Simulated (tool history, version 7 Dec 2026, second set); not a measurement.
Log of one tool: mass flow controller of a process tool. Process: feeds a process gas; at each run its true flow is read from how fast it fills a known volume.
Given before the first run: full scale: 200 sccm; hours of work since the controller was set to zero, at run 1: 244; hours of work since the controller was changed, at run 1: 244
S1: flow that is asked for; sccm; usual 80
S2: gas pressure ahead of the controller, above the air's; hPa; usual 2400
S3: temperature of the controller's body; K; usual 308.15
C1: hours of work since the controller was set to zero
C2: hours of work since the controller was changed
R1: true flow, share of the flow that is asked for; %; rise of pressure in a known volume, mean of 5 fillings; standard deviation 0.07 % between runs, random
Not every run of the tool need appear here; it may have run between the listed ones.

run,hour,S1,S2,S3,C1,C2,R1
1,0.0,80,2400,308.15,244,244,99.14
2,150.6,80,2400,308.15,309,309,99.15
3,339.9,106,2400,308.15,391,391,99.41
4,529.6,80,2400,308.15,472,472,99.14
5,722.6,80,2400,308.15,555,555,99.14
6,894.4,80,2400,308.15,629,629,99.16
7,1020.9,80,2400,308.15,684,684,99.13
8,1106.9,80,2400,298.15,721,721,98.12
9,1197.5,80,2400,298.15,760,760,98.13
10,1283.8,80,1810,298.15,797,797,98.54
11,1478.9,80,1810,298.15,881,881,98.53
12,1559.6,80,1810,298.15,916,916,98.67
13,1664.4,80,1810,298.15,961,961,98.59
14,1820.7,80,1810,298.15,1028,1028,98.58
# hour 1834.9: controller's zero set anew
15,1984.6,80,2400,308.15,64,1098,99.15
16,2126.3,80,2400,308.15,125,1159,99.32
# hour 2193.9: controller's zero set anew, once more
17,2237.8,80,2400,308.15,19,1207,99.30
18,2388.6,80,2400,296.15,84,1272,98.09
19,2509.6,80,2400,303.15,136,1324,98.89
20,2674.6,80,2400,303.15,207,1395,98.91
21,2857.2,80,2400,303.15,285,1474,98.75
22,2996.7,164,2400,309.15,346,1534,100.99
23,3157.2,37,1720,293.15,415,1603,97.37
24,3326.7,113,2300,306.15,487,1676,99.74
25,3447.8,37,1480,293.15,540,1728,97.64
26,3570.9,37,1480,293.15,593,1781,97.61
27,3706.9,31,2340,312.15,651,1839,98.67
28,3789.5,31,2340,312.15,687,1875,98.65
29,3872.8,129,2400,308.15,723,1911,100.46
30,4003.1,51,2350,294.15,779,1967,97.40
31,4134.6,70,1630,303.15,835,2023,99.24
32,4311.8,50,1550,308.15,911,2100,99.42
33,4423.9,51,1750,297.15,960,2148,98.13
34,4555.1,68,2400,309.15,1016,2204,99.37
35,4671.0,80,1720,294.15,1066,2254,98.53
36,4850.4,164,2400,302.15,1143,2331,100.37
37,4955.6,164,2400,302.15,1188,2377,100.40
38,5117.2,98,2400,309.15,1258,2446,100.05
39,5298.8,98,2400,309.15,1336,2524,100.02
40,5386.5,98,2400,309.15,1374,2562,100.11
41,5528.5,80,1780,298.15,1435,2623,98.97
42,5613.0,107,1780,312.15,1471,2660,100.96

Below, some changes in R1 between adjacent runs. For each, the amount present without the hidden state too (settings, incoming material, random variation) and the amount remaining for the hidden state with gauge scatter not shared by both compared results:
Unlogged tool condition in this case: flow at rest that the sensor doesn't see, % of full scale; true flow over the shown one, %; drift of the gauge itself on true_pct, %.
Run 22 -> 23: S1 164 -> 37, S2 2400 -> 1720, S3 309.15 -> 293.15. R1 -3.62 %: hidden state -0.31, all else -3.31.
Run 23 -> 24: S1 37 -> 113, S2 1720 -> 2300, S3 293.15 -> 306.15. R1 +2.37 %: hidden state +0.30, all else +2.07.
Run 28 -> 29: S1 31 -> 129, S2 2340 -> 2400, S3 312.15 -> 308.15. R1 +1.81 %: hidden state +0.45, all else +1.36.
Run 29 -> 30: S1 129 -> 51, S2 2400 -> 2350, S3 308.15 -> 294.15. R1 -3.06 %: hidden state -0.21, all else -2.85.
